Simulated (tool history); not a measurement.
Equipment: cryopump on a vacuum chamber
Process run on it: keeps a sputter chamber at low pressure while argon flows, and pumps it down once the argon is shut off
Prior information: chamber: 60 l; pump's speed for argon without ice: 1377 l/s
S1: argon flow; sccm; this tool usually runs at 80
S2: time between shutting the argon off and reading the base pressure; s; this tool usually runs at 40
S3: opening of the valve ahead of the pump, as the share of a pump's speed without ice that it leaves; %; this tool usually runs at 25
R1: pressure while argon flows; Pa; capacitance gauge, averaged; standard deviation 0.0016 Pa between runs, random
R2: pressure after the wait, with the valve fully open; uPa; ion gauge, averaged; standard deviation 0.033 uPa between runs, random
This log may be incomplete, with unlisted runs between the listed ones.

run 1 hour=0 | S1=80 S2=40 S3=25 | R1=0.3978 R2=4.08
-- hour=16.1 leaking fittings of the chamber tightened, without venting
run 2 hour=31.9 | S1=80 S2=55 S3=25 | R1=0.3981 R2=1.39
run 3 hour=69.2 | S1=80 S2=55 S3=25 | R1=0.401 R2=1.38
run 4 hour=94.7 | S1=80 S2=55 S3=25 | R1=0.4025 R2=1.4
run 5 hour=115.2 | S1=80 S2=55 S3=20 | R1=0.5008 R2=1.44
run 6 hour=138.2 | S1=80 S2=40 S3=55 | R1=0.1922 R2=1.9
run 7 hour=164.5 | S1=80 S2=40 S3=55 | R1=0.1936 R2=1.88
run 8 hour=205.9 | S1=80 S2=40 S3=25 | R1=0.409 R2=1.85
run 9 hour=249.6 | S1=80 S2=68 S3=25 | R1=0.4192 R2=1.39
run 10 hour=286.9 | S1=80 S2=40 S3=35 | R1=0.3068 R2=2.02
run 11 hour=320.9 | S1=80 S2=40 S3=35 | R1=0.313 R2=2.05
run 12 hour=346.9 | S1=80 S2=40 S3=55 | R1=0.2106 R2=2.05
run 13 hour=369.7 | S1=80 S2=286 S3=25 | R1=0.4295 R2=0.81
run 14 hour=390.1 | S1=80 S2=28 S3=38 | R1=0.296 R2=2.77
-- hour=404.4 pump warmed up, emptied and cooled again
run 15 hour=415.3 | S1=80 S2=28 S3=38 | R1=0.2574 R2=2.6
run 16 hour=457.7 | S1=38 S2=129 S3=33 | R1=0.1453 R2=0.97
run 17 hour=481.7 | S1=38 S2=129 S3=33 | R1=0.1437 R2=0.97
run 18 hour=513.8 | S1=40 S2=260 S3=25 | R1=0.2004 R2=0.81
run 19 hour=544 | S1=60 S2=40 S3=36 | R1=0.2108 R2=2.05
run 20 hour=583.8 | S1=39 S2=130 S3=53 | R1=0.096 R2=1.06
run 21 hour=603.4 | S1=80 S2=40 S3=28 | R1=0.3647 R2=2.14

Branching from run 21: 3 alternative next runs. What would each branch give?
run A hour=628.2 | S1=69 S2=40 S3=51 | R1=? R2=?
run B hour=628.2 | S1=80 S2=40 S3=42 | R1=? R2=?
run C hour=628.2 | S1=32 S2=114 S3=26 | R1=? R2=?

run=A R1=0.1805 R2=2.11
run=B R1=0.2505 R2=2.11
run=C R1=0.1585 R2=1.16
What these runs would have given with no unlogged condition in the tool:
run=A R1=0.1664 R2=1.68
run=B R1=0.2341 R2=1.69
run=C R1=0.1519 R2=0.73
